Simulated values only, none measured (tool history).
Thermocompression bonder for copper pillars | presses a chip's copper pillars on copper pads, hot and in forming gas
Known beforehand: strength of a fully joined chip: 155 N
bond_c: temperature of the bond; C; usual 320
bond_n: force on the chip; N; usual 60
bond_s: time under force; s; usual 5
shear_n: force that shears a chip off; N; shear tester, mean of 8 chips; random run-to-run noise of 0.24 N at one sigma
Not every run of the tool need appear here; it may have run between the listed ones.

Run 1, hour 0.0: usual settings. Result: shear_n 79.8 N.
Run 2, hour 48.1: usual settings. Result: shear_n 79.7 N.
Run 3, hour 111.7: usual settings but bond_c 314 C. Result: shear_n 73.9 N.
Run 4, hour 147.9: usual settings but bond_c 314 C. Result: shear_n 73.9 N.
Run 5, hour 183.5: usual settings but bond_c 314 C. Result: shear_n 73.6 N.
Run 6, hour 221.2: usual settings but bond_c 314 C. Result: shear_n 73.6 N.
At hour 228.6: forming gas filter changed.
Run 7, hour 283.6: usual settings but bond_s 10 s. Result: shear_n 100.4 N.
Run 8, hour 363.1: usual settings. Result: shear_n 80.3 N.
Run 9, hour 442.0: usual settings but bond_c 302 C, bond_n 56 N. Result: shear_n 60.9 N.
At hour 487.0: forming gas filter changed.
Run 10, hour 512.4: usual settings but bond_c 348 C. Result: shear_n 107.1 N.
Run 11, hour 570.6: usual settings but bond_c 348 C, bond_n 59 N, bond_s 4 s. Result: shear_n 99.0 N.
Run 12, hour 613.9: usual settings but bond_c 348 C, bond_n 59 N, bond_s 4 s. Result: shear_n 98.8 N.
Run 13, hour 697.2: usual settings but bond_c 329 C, bond_n 47 N. Result: shear_n 76.5 N.
At hour 740.6: forming gas filter changed.
Run 14, hour 775.3: usual settings but bond_c 329 C, bond_n 47 N. Result: shear_n 78.2 N.
Run 15, hour 829.6: usual settings but bond_s 4 s. Result: shear_n 76.5 N.

Each row is a separate what-if for the run after 15, all from the same tool condition, not one after another. Results?
Run A, hour 867.9: usual settings but bond_c 341 C, bond_n 84 N, bond_s 12 s. Result: shear_n ?.
Run B, hour 867.9: usual settings but bond_c 332 C, bond_s 12 s. Result: shear_n ?.
Run C, hour 867.9: usual settings but bond_c 336 C, bond_n 63 N, bond_s 14 s. Result: shear_n ?.
Run D, hour 867.9: usual settings but bond_c 290 C. Result: shear_n ?.

run  shear_n
  A    136.9
  B    117.0
  C    125.4
  D     56.3
Without the tool's hidden state the same runs would have given:
run  shear_n
  A    137.0
  B    115.6
  C    124.6
  D     54.2
